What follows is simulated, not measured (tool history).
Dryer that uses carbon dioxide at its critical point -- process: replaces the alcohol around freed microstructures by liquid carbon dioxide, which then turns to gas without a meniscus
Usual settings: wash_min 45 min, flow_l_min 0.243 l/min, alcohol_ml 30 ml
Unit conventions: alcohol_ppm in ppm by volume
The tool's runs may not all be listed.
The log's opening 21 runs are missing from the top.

Run 22, hour 250.9: usual settings but wash_min 59 min. Result: alcohol_ppm 186 ppm by volume.
Run 23, hour 263.9: usual settings. Result: alcohol_ppm 406 ppm by volume.
Run 24, hour 270.9: usual settings. Result: alcohol_ppm 414 ppm by volume.
Run 25, hour 280.9: usual settings but wash_min 54 min, flow_l_min 0.163 l/min, alcohol_ml 66 ml. Result: alcohol_ppm 1682 ppm by volume.
Run 26, hour 295.0: usual settings but wash_min 54 min, flow_l_min 0.163 l/min, alcohol_ml 66 ml. Result: alcohol_ppm 1718 ppm by volume.
Run 27, hour 301.4: usual settings but wash_min 54 min, flow_l_min 0.163 l/min, alcohol_ml 32 ml. Result: alcohol_ppm 875 ppm by volume.
Run 28, hour 315.5: usual settings but wash_min 54 min, flow_l_min 0.163 l/min, alcohol_ml 32 ml. Result: alcohol_ppm 890 ppm by volume.
Run 29, hour 330.3: usual settings but wash_min 54 min, flow_l_min 0.163 l/min, alcohol_ml 32 ml. Result: alcohol_ppm 866 ppm by volume.
Run 30, hour 340.1: usual settings but flow_l_min 0.355 l/min. Result: alcohol_ppm 168 ppm by volume.
Run 31, hour 353.1: usual settings but wash_min 61 min, flow_l_min 0.158 l/min, alcohol_ml 20 ml. Result: alcohol_ppm 490 ppm by volume.
Run 32, hour 366.7: usual settings but alcohol_ml 115 ml. Result: alcohol_ppm 1437 ppm by volume.
Run 33, hour 381.2: usual settings but wash_min 38 min, flow_l_min 0.312 l/min, alcohol_ml 115 ml. Result: alcohol_ppm 1068 ppm by volume.
Run 34, hour 391.2: usual settings but wash_min 31 min, flow_l_min 0.380 l/min, alcohol_ml 84 ml. Result: alcohol_ppm 804 ppm by volume.
Run 35, hour 400.4: usual settings but wash_min 69 min, alcohol_ml 23 ml. Result: alcohol_ppm 143 ppm by volume.
Run 36, hour 414.7: usual settings but wash_min 69 min, alcohol_ml 23 ml. Result: alcohol_ppm 148 ppm by volume.
Run 37, hour 426.2: usual settings but wash_min 69 min, alcohol_ml 23 ml. Result: alcohol_ppm 147 ppm by volume.
Run 38, hour 438.0: usual settings but wash_min 61 min, alcohol_ml 80 ml. Result: alcohol_ppm 379 ppm by volume.
Run 39, hour 448.4: usual settings but wash_min 30 min, alcohol_ml 78 ml. Result: alcohol_ppm 3363 ppm by volume.
Run 40, hour 456.8: usual settings but wash_min 30 min, alcohol_ml 78 ml. Result: alcohol_ppm 3455 ppm by volume.
Run 41, hour 464.2: usual settings but wash_min 42 min, flow_l_min 0.233 l/min, alcohol_ml 78 ml. Result: alcohol_ppm 1540 ppm by volume.
Run 42, hour 473.9: usual settings but wash_min 35 min, flow_l_min 0.192 l/min, alcohol_ml 104 ml. Result: alcohol_ppm 5688 ppm by volume.
Run 43, hour 487.8: usual settings but wash_min 69 min, flow_l_min 0.270 l/min. Result: alcohol_ppm 150 ppm by volume.
Run 44, hour 502.9: usual settings but alcohol_ml 35 ml. Result: alcohol_ppm 568 ppm by volume.
Run 45, hour 509.2: usual settings but wash_min 47 min, flow_l_min 0.413 l/min, alcohol_ml 29 ml. Result: alcohol_ppm 148 ppm by volume.
Run 46, hour 523.6: usual settings but wash_min 49 min, flow_l_min 0.281 l/min, alcohol_ml 32 ml. Result: alcohol_ppm 289 ppm by volume.

Here are 5 independent what-if runs from the current tool condition. What would each one return?
Run A, hour 536.4: usual settings but wash_min 62 min, alcohol_ml 119 ml. Result: alcohol_ppm ?.
Run B, hour 536.4: usual settings but wash_min 49 min, flow_l_min 0.281 l/min, alcohol_ml 38 ml. Result: alcohol_ppm ?.
Run C, hour 536.4: usual settings but wash_min 27 min, flow_l_min 0.281 l/min, alcohol_ml 32 ml. Result: alcohol_ppm ?.
Run D, hour 536.4: usual settings but wash_min 28 min, flow_l_min 0.281 l/min, alcohol_ml 80 ml. Result: alcohol_ppm ?.
Run E, hour 536.4: usual settings but wash_min 51 min, flow_l_min 0.166 l/min. Result: alcohol_ppm ?.

run  alcohol_ppm
  A          505
  B          319
  C         1368
  D         2990
  E         1042
Without the tool's hidden state the same runs would have given:
run  alcohol_ppm
  A          290
  B          153
  C         1080
  D         2469
  E          785

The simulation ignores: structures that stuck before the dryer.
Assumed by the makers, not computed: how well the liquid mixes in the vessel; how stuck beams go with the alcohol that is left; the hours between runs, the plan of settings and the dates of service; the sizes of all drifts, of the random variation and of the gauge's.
